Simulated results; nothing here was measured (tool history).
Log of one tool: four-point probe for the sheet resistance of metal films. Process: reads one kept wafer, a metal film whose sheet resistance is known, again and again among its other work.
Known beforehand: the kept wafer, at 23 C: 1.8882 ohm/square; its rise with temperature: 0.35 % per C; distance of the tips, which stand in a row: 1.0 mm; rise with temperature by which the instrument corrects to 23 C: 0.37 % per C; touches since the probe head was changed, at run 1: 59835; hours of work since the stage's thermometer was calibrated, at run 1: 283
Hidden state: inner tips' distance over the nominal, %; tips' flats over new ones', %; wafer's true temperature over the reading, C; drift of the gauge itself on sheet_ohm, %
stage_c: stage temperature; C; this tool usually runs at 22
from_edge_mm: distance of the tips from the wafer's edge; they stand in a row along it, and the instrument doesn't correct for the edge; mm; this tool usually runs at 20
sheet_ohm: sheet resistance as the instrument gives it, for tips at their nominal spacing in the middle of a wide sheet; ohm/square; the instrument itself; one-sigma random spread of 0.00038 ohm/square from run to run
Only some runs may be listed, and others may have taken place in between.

| run | day | stage_c | from_edge_mm | touches since the probe head was changed | hours of work since the stage's thermometer was calibrated | sheet_ohm |
|---|---|---|---|---|---|---|
| 1 | 0.000 | 22 | 20 | 59835 | 283 | 1.883673 |
| 2 | 1.379 | 22 | 20 | 60976 | 297 | 1.883358 |
| 3 | 2.112 | 22 | 20 | 61584 | 304 | 1.883686 |
| 4 | 3.367 | 22 | 4 | 62623 | 317 | 1.941892 |
| 5 | 4.529 | 22 | 42 | 63585 | 329 | 1.880764 |
| 6 | 5.133 | 22 | 42 | 64085 | 335 | 1.881510 |
| 7 | 6.462 | 22 | 35 | 65184 | 349 | 1.881886 |
| 8 | 7.438 | 22 | 35 | 65993 | 359 | 1.880582 |
| 9 | 8.262 | 22 | 8 | 66675 | 367 | 1.896182 |
| 10 | 8.846 | 22 | 8 | 67157 | 373 | 1.896026 |
| 11 | 9.871 | 22 | 20 | 68008 | 384 | 1.882109 |
| 12 | 11.004 | 31 | 20 | 68944 | 395 | 1.877849 |
| 13 | 11.783 | 22 | 20 | 69589 | 403 | 1.881693 |
| 14 | 12.538 | 22 | 20 | 70216 | 411 | 1.881517 |
| 15 | 13.875 | 22 | 20 | 71323 | 424 | 1.881673 |
| 16 | 14.538 | 22 | 20 | 71870 | 431 | 1.881105 |
| 17 | 15.892 | 22 | 20 | 72991 | 445 | 1.881051 |
| 18 | 16.558 | 22 | 20 | 73544 | 452 | 1.880831 |
| 19 | 17.533 | 26 | 20 | 74349 | 462 | 1.878905 |
| 20 | 18.267 | 21 | 20 | 74957 | 469 | 1.881502 |
| 21 | 19.225 | 21 | 20 | 75752 | 479 | 1.880793 |
| 22 | 20.525 | 21 | 20 | 76826 | 492 | 1.880745 |
| 23 | 21.829 | 26 | 20 | 77907 | 505 | 1.878356 |
| 24 | 22.975 | 21 | 10 | 78857 | 517 | 1.887293 |
| 25 | 23.742 | 24 | 5 | 79490 | 525 | 1.915982 |
| 26 | 24.450 | 24 | 5 | 80077 | 532 | 1.915397 |
| 27 | 25.679 | 24 | 5 | 81095 | 545 | 1.915813 |
| 28 | 26.558 | 24 | 5 | 81824 | 554 | 1.914834 |
| 29 | 27.667 | 31 | 15 | 82739 | 565 | 1.876946 |
| 30 | 28.429 | 22 | 40 | 83373 | 573 | 1.876993 |
| 31 | 29.354 | 24 | 8 | 84139 | 582 | 1.891109 |
| 32 | 30.421 | 21 | 42 | 85020 | 593 | 1.876981 |
| 33 | 31.079 | 21 | 42 | 85566 | 600 | 1.876884 |
| 34 | 32.417 | 21 | 33 | 86672 | 613 | 1.877152 |
| 35 | 33.700 | 35 | 38 | 87734 | 626 | 1.870487 |
| 36 | 34.712 | 25 | 48 | 88574 | 637 | 1.874315 |
| 37 | 35.904 | 25 | 48 | 89561 | 649 | 1.873211 |
| 38 | 36.533 | 20 | 28 | 90082 | 655 | 1.877151 |
| 39 | 37.712 | 19 | 10 | 91056 | 667 | 1.886228 |
| 40 | 38.462 | 19 | 10 | 91677 | 675 | 1.885773 |
| 41 | 39.417 | 19 | 10 | 92467 | 685 | 1.885862 |
| 42 | 40.142 | 19 | 10 | 93069 | 692 | 1.886260 |
| 43 | 40.962 | 34 | 5 | 93748 | 700 | 1.908749 |
| 44 | 41.888 | 34 | 5 | 94516 | 710 | 1.908491 |

Forecast each of these 4 alternatives for the next run:
| A | 43.275 | 34 | 15 | 95664 | 724 | ? |
| B | 43.275 | 28 | 5 | 95664 | 724 | ? |
| C | 43.275 | 22 | 18 | 95664 | 724 | ? |
| D | 43.275 | 26 | 9 | 95664 | 724 | ? |

| run | sheet_ohm |
|---|---|
| A | 1.873408 |
| B | 1.911317 |
| C | 1.876944 |
| D | 1.885095 |
With the hidden condition removed and each run's random variation left untouched, the same runs would have given:
| run | sheet_ohm |
|---|---|
| A | 1.888136 |
| B | 1.926359 |
| C | 1.891773 |
| D | 1.899959 |
